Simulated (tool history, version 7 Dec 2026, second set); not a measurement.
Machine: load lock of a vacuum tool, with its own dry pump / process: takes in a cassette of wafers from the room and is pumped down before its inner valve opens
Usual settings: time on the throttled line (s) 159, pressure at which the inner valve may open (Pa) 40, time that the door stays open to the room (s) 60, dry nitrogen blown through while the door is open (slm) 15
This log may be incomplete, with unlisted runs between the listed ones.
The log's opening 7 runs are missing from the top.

run,day,time on the throttled line (s),pressure at which the inner valve may open (Pa),time that the door stays open to the room (s),dry nitrogen blown through while the door is open (slm),"incoming humidity of the room's air, %",time from the closed door until the inner valve may open (s),rise of the pressure with all valves shut (Pa/min)
8,37.488,159,40,49,42,46.4,240.3,0.018
9,43.925,159,40,49,42,45.7,239.4,0.016
10,50.358,159,40,67,15,44.1,239.4,0.033
11,55.958,159,48,67,15,43.3,237.3,0.024
12,60.546,159,48,67,11,44.3,237.6,0.035
13,67.262,159,40,60,15,45.8,239.5,0.026
14,71.683,159,40,60,16,47.9,240.7,0.029
15,74.750,159,40,60,16,42.6,239.9,0.035
16,81.612,159,40,60,16,45.2,239.4,0.028
17,87.600,277,40,175,15,44.9,329.3,0.054
18,93.533,89,63,47,15,43.4,179.3,0.024
19,100.083,89,63,47,15,45.0,178.9,0.025
20,107.142,117,40,135,15,48.5,206.5,0.050
21,112.388,282,48,154,15,46.7,332.3,0.056
22,116.146,272,41,136,18,43.5,327.7,0.045
23,122.088,195,41,136,6,46.2,267.1,0.056
24,127.075,113,52,78,19,45.3,200.7,0.031
# day 129.100: door's seal changed, seat wiped
25,131.858,113,52,78,19,44.5,201.3,0.036
26,138.338,159,40,60,10,45.5,239.8,0.031
27,142.308,159,35,60,10,46.1,242.0,0.035
28,146.371,107,40,60,15,43.9,199.4,0.030
29,153.238,107,40,60,15,46.4,200.4,0.029
30,159.442,107,40,60,15,46.3,199.5,0.026
31,163.912,159,40,29,5,47.1,239.2,0.024

What if the next run were any one of these 4? Each begins from the tool's condition after run 31:
A,170.267,125,40,60,15,44.4,?,?
B,170.267,159,40,60,18,48.0,?,?
C,170.267,159,40,90,45,47.1,?,?
D,170.267,159,40,60,5,44.9,?,?

run,time from the closed door until the inner valve may open (s),rise of the pressure with all valves shut (Pa/min)
A,213.1,0.027
B,239.9,0.027
C,239.6,0.027
D,240.0,0.029
With the hidden condition removed and each run's random variation left untouched, the same runs would have given:
run,time from the closed door until the inner valve may open (s),rise of the pressure with all valves shut (Pa/min)
A,213.0,0.027
B,239.9,0.027
C,239.6,0.027
D,239.9,0.029
